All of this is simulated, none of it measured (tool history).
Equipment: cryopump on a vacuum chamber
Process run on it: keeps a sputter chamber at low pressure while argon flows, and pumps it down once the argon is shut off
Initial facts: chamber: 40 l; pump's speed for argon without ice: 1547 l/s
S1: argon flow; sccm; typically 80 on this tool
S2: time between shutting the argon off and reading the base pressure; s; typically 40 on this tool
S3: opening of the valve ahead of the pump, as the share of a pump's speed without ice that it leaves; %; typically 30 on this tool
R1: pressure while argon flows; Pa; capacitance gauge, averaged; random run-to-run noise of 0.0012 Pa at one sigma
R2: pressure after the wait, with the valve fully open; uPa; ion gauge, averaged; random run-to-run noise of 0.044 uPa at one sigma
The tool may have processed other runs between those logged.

| run | hour | S1 | S2 | S3 | R1 | R2 |
|---|---|---|---|---|---|---|
| 1 | 0.0 | 80 | 40 | 30 | 0.2948 | 3.54 |
| 2 | 34.7 | 80 | 36 | 30 | 0.2947 | 3.68 |
| 3 | 89.9 | 44 | 36 | 30 | 0.1639 | 3.82 |
|  | 128.3 | leaking fittings of the chamber tightened, without venting |
| 4 | 132.4 | 44 | 36 | 30 | 0.1642 | 2.96 |
| 5 | 168.6 | 44 | 36 | 30 | 0.1624 | 2.96 |
| 6 | 196.2 | 44 | 36 | 30 | 0.1635 | 2.89 |
| 7 | 241.2 | 118 | 36 | 30 | 0.4414 | 3.05 |
| 8 | 280.6 | 118 | 36 | 30 | 0.4385 | 3.04 |
| 9 | 317.0 | 118 | 36 | 30 | 0.4450 | 3.12 |
| 10 | 366.1 | 80 | 40 | 30 | 0.3010 | 2.74 |
| 11 | 420.7 | 80 | 40 | 30 | 0.3015 | 2.86 |
| 12 | 455.6 | 80 | 40 | 30 | 0.3018 | 2.84 |
| 13 | 489.5 | 80 | 40 | 30 | 0.3035 | 2.89 |
| 14 | 535.1 | 80 | 40 | 30 | 0.3048 | 2.98 |
| 15 | 584.7 | 80 | 40 | 30 | 0.3050 | 2.95 |
| 16 | 629.4 | 80 | 40 | 30 | 0.3058 | 3.02 |
| 17 | 661.3 | 80 | 40 | 30 | 0.3050 | 3.08 |
| 18 | 723.5 | 80 | 83 | 30 | 0.3078 | 1.86 |
| 19 | 790.5 | 140 | 83 | 30 | 0.5387 | 1.92 |
| 20 | 828.9 | 140 | 83 | 30 | 0.5412 | 1.98 |
| 21 | 876.8 | 57 | 40 | 15 | 0.4295 | 3.20 |
|  | 918.3 | pump warmed up, emptied and cooled again |
| 22 | 947.8 | 57 | 40 | 15 | 0.4177 | 3.21 |
| 23 | 995.0 | 57 | 40 | 15 | 0.4166 | 3.16 |
| 24 | 1034.0 | 57 | 40 | 15 | 0.4174 | 3.22 |
| 25 | 1088.2 | 57 | 264 | 15 | 0.4183 | 1.24 |
| 26 | 1116.4 | 35 | 32 | 30 | 0.1287 | 3.86 |
| 27 | 1175.7 | 35 | 32 | 30 | 0.1303 | 3.92 |
| 28 | 1212.6 | 35 | 32 | 30 | 0.1298 | 3.96 |
| 29 | 1275.6 | 35 | 32 | 30 | 0.1301 | 4.09 |
| 30 | 1321.3 | 32 | 226 | 30 | 0.1191 | 1.49 |
| 31 | 1383.1 | 45 | 23 | 23 | 0.2177 | 5.29 |
| 32 | 1434.6 | 45 | 23 | 23 | 0.2185 | 5.37 |
| 33 | 1501.1 | 94 | 40 | 27 | 0.3944 | 3.70 |

Below are 5 alternative next runs, each starting from the tool's condition after run 33. Predict each:
|  | 1522.1 | leaking fittings of the chamber tightened, without venting |
| A | 1540.1 | 33 | 24 | 24 | ? | ? |
|  | 1522.1 | leaking fittings of the chamber tightened, without venting |
| B | 1540.1 | 61 | 146 | 57 | ? | ? |
|  | 1522.1 | leaking fittings of the chamber tightened, without venting |
| C | 1540.1 | 125 | 149 | 16 | ? | ? |
|  | 1522.1 | leaking fittings of the chamber tightened, without venting |
| D | 1540.1 | 58 | 37 | 30 | ? | ? |
|  | 1522.1 | leaking fittings of the chamber tightened, without venting |
| E | 1540.1 | 61 | 40 | 30 | ? | ? |

| run | R1 | R2 |
|---|---|---|
| A | 0.1556 | 4.33 |
| B | 0.1253 | 0.96 |
| C | 0.8718 | 0.90 |
| D | 0.2201 | 2.86 |
| E | 0.2302 | 2.65 |
Without the tool's hidden state the same runs would have given:
| run | R1 | R2 |
|---|---|---|
| A | 0.1507 | 4.27 |
| B | 0.1161 | 0.90 |
| C | 0.8530 | 0.84 |
| D | 0.2113 | 2.81 |
| E | 0.2210 | 2.59 |
